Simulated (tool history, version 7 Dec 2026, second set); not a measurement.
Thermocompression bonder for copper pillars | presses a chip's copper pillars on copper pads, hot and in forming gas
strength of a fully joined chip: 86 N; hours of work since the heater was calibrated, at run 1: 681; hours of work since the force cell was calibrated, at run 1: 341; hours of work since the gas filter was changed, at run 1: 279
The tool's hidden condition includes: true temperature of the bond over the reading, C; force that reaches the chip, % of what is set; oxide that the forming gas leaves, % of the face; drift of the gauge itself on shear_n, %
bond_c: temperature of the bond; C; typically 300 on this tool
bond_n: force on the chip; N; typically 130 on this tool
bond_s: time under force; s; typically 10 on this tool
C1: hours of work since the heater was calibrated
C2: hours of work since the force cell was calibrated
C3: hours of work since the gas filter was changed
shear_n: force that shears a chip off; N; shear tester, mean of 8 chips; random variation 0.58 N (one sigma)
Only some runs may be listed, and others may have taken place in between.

{"run": 1, "day": 0.0, "bond_c": 300, "bond_n": 130, "bond_s": 10, "C1": 681, "C2": 341, "C3": 279, "shear_n": 44.9}
{"run": 2, "day": 0.721, "bond_c": 300, "bond_n": 130, "bond_s": 10, "C1": 688, "C2": 348, "C3": 287, "shear_n": 45.5}
{"run": 3, "day": 1.171, "bond_c": 300, "bond_n": 130, "bond_s": 10, "C1": 693, "C2": 353, "C3": 292, "shear_n": 44.6}
{"run": 4, "day": 1.921, "bond_c": 300, "bond_n": 130, "bond_s": 10, "C1": 701, "C2": 361, "C3": 300, "shear_n": 44.4}
{"run": 5, "day": 2.538, "bond_c": 300, "bond_n": 130, "bond_s": 10, "C1": 708, "C2": 368, "C3": 306, "shear_n": 44.7}
{"run": 6, "day": 3.108, "bond_c": 300, "bond_n": 126, "bond_s": 10, "C1": 714, "C2": 374, "C3": 312, "shear_n": 45.3}
{"run": 7, "day": 3.858, "bond_c": 300, "bond_n": 126, "bond_s": 10, "C1": 722, "C2": 382, "C3": 320, "shear_n": 44.5}
{"run": 8, "day": 4.808, "bond_c": 300, "bond_n": 126, "bond_s": 10, "C1": 732, "C2": 392, "C3": 330, "shear_n": 43.6}
{"run": 9, "day": 5.433, "bond_c": 282, "bond_n": 126, "bond_s": 26, "C1": 738, "C2": 398, "C3": 337, "shear_n": 47.9}
{"run": 10, "day": 6.362, "bond_c": 282, "bond_n": 126, "bond_s": 26, "C1": 748, "C2": 408, "C3": 347, "shear_n": 47.7}
{"run": 11, "day": 7.071, "bond_c": 286, "bond_n": 149, "bond_s": 18, "C1": 756, "C2": 415, "C3": 354, "shear_n": 50.9}
{"run": 12, "day": 7.579, "bond_c": 329, "bond_n": 152, "bond_s": 8, "C1": 761, "C2": 421, "C3": 359, "shear_n": 62.9}
{"run": 13, "day": 8.183, "bond_c": 329, "bond_n": 152, "bond_s": 8, "C1": 767, "C2": 427, "C3": 366, "shear_n": 64.4}
{"run": 14, "day": 9.046, "bond_c": 275, "bond_n": 98, "bond_s": 8, "C1": 776, "C2": 436, "C3": 375, "shear_n": 22.3}
{"run": 15, "day": 9.675, "bond_c": 302, "bond_n": 117, "bond_s": 26, "C1": 783, "C2": 443, "C3": 382, "shear_n": 56.9}

Here are 3 independent what-if runs from the current tool condition. What would each one return?
{"run": "A", "day": 10.408, "bond_c": 286, "bond_n": 143, "bond_s": 5, "C1": 791, "C2": 451, "C3": 389, "shear_n": "?"}
{"run": "B", "day": 10.408, "bond_c": 300, "bond_n": 130, "bond_s": 17, "C1": 791, "C2": 451, "C3": 389, "shear_n": "?"}
{"run": "C", "day": 10.408, "bond_c": 300, "bond_n": 106, "bond_s": 10, "C1": 791, "C2": 451, "C3": 389, "shear_n": "?"}

run=A shear_n=31.3
run=B shear_n=53
run=C shear_n=37.8
With the hidden condition removed and each run's random variation left untouched, the same runs would have given:
run=A shear_n=31.1
run=B shear_n=52.8
run=C shear_n=37.6
